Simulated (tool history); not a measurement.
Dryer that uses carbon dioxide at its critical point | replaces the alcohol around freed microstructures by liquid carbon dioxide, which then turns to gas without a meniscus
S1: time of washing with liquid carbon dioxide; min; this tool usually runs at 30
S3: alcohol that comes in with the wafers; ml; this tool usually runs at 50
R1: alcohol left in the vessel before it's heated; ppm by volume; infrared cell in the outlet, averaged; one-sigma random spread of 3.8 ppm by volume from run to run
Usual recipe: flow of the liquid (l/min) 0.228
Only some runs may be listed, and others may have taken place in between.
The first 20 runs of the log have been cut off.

run 21 day=5.317 | S1=34 flow_of_the_liquid_(l/min)=0.228 S3=50 | R1=51
run 22 day=5.600 | S1=34 flow_of_the_liquid_(l/min)=0.158 S3=74 | R1=643
run 23 day=5.825 | S1=34 flow_of_the_liquid_(l/min)=0.158 S3=74 | R1=653
run 24 day=6.179 | S1=34 flow_of_the_liquid_(l/min)=0.158 S3=74 | R1=668
run 25 day=6.512 | S1=27 flow_of_the_liquid_(l/min)=0.228 S3=38 | R1=151
run 26 day=6.817 | S1=22 flow_of_the_liquid_(l/min)=0.304 S3=93 | R1=198
run 27 day=7.171 | S1=22 flow_of_the_liquid_(l/min)=0.304 S3=93 | R1=194
run 28 day=7.354 | S1=22 flow_of_the_liquid_(l/min)=0.304 S3=93 | R1=198
run 29 day=7.721 | S1=23 flow_of_the_liquid_(l/min)=0.323 S3=22 | R1=36
run 30 day=7.896 | S1=32 flow_of_the_liquid_(l/min)=0.156 S3=44 | R1=564
run 31 day=8.183 | S1=24 flow_of_the_liquid_(l/min)=0.184 S3=65 | R1=1269
run 32 day=8.496 | S1=45 flow_of_the_liquid_(l/min)=0.242 S3=50 | R1=16
run 33 day=8.896 | S1=45 flow_of_the_liquid_(l/min)=0.242 S3=50 | R1=16
run 34 day=9.254 | S1=46 flow_of_the_liquid_(l/min)=0.284 S3=50 | R1=17
run 35 day=9.650 | S1=28 flow_of_the_liquid_(l/min)=0.228 S3=68 | R1=229
run 36 day=9.850 | S1=34 flow_of_the_liquid_(l/min)=0.275 S3=49 | R1=33
run 37 day=10.208 | S1=24 flow_of_the_liquid_(l/min)=0.353 S3=42 | R1=30
run 38 day=10.388 | S1=24 flow_of_the_liquid_(l/min)=0.353 S3=42 | R1=26
run 39 day=10.633 | S1=33 flow_of_the_liquid_(l/min)=0.150 S3=79 | R1=1071
run 40 day=10.804 | S1=33 flow_of_the_liquid_(l/min)=0.150 S3=79 | R1=1068
run 41 day=11.067 | S1=30 flow_of_the_liquid_(l/min)=0.273 S3=27 | R1=29
run 42 day=11.396 | S1=23 flow_of_the_liquid_(l/min)=0.188 S3=79 | R1=1730

4 ways to go on from here, each from the tool as it stands after run 42. What would each give?
run A day=11.642 | S1=19 flow_of_the_liquid_(l/min)=0.203 S3=31 | R1=?
run B day=11.642 | S1=42 flow_of_the_liquid_(l/min)=0.206 S3=42 | R1=?
run C day=11.642 | S1=23 flow_of_the_liquid_(l/min)=0.214 S3=86 | R1=?
run D day=11.642 | S1=23 flow_of_the_liquid_(l/min)=0.270 S3=28 | R1=?

run=A R1=992
run=B R1=32
run=C R1=1025
run=D R1=112
Take away the tool's hidden state, keep each run's random variation, and the runs would have read:
run=A R1=854
run=B R1=17
run=C R1=848
run=D R1=82
